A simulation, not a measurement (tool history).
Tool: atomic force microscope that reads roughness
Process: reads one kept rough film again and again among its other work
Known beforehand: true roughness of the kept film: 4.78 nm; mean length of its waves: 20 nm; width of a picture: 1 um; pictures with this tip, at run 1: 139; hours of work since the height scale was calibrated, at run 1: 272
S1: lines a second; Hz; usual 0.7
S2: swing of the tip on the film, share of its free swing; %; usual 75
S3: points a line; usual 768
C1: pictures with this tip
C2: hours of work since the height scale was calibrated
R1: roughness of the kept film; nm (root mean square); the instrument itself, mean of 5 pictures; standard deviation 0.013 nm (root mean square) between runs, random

Run 1, day 0: usual settings; C1 139; C2 272. Result: R1 2.497 nm (root mean square).
Run 2, day 0.321: usual settings; C1 153; C2 278. Result: R1 2.486 nm (root mean square).
Run 3, day 0.542: usual settings; C1 163; C2 281. Result: R1 2.43 nm (root mean square).
Run 4, day 0.779: usual settings; C1 175; C2 285. Result: R1 2.422 nm (root mean square).
Run 5, day 1.062: usual settings; C1 188; C2 290. Result: R1 2.39 nm (root mean square).
Run 6, day 1.262: usual settings; C1 197; C2 294. Result: R1 2.367 nm (root mean square).
Run 7, day 1.7: usual settings but S3 278; C1 217; C2 301. Result: R1 2.246 nm (root mean square).
Run 8, day 1.962: usual settings but S3 278; C1 229; C2 306. Result: R1 2.212 nm (root mean square).
Run 9, day 2.367: usual settings but S1 2.524 Hz, S2 66 %, S3 726; C1 248; C2 313. Result: R1 2.123 nm (root mean square).
At day 2.433: height scale calibrated on a step standard.
Run 10, day 2.862: usual settings but S1 1.629 Hz, S3 726; C1 269; C2 7. Result: R1 2.051 nm (root mean square).
Run 11, day 3.175: usual settings but S1 1.629 Hz, S3 726; C1 283; C2 13. Result: R1 2.016 nm (root mean square).
At day 3.279: new tip fitted.
Run 12, day 3.521: usual settings but S1 1.629 Hz, S3 726; C1 11; C2 18. Result: R1 2.794 nm (root mean square).
Run 13, day 3.708: usual settings but S1 2.57 Hz, S3 884; C1 20; C2 22. Result: R1 2.589 nm (root mean square).
Run 14, day 3.95: usual settings but S1 2.57 Hz, S2 69 %, S3 884; C1 31; C2 26. Result: R1 2.674 nm (root mean square).

Here are 4 independent what-if runs from the current tool condition. What would each one return?
Run A, day 4.175: usual settings but S1 1.109 Hz; C1 42; C2 30. Result: R1 ?.
Run B, day 4.175: usual settings but S2 82 %, S3 413; C1 42; C2 30. Result: R1 ?.
Run C, day 4.175: usual settings but S1 1.418 Hz, S2 89 %, S3 968; C1 42; C2 30. Result: R1 ?.
Run D, day 4.175: usual settings but S1 1.522 Hz, S2 57 %, S3 286; C1 42; C2 30. Result: R1 ?.

run     R1
  A  2.731
  B  2.739
  C  2.506
  D  2.785
Stripped of hidden state, with their random variation kept, the same runs would have yielded:
run     R1
  A  2.992
  B      3
  C  2.745
  D  3.052
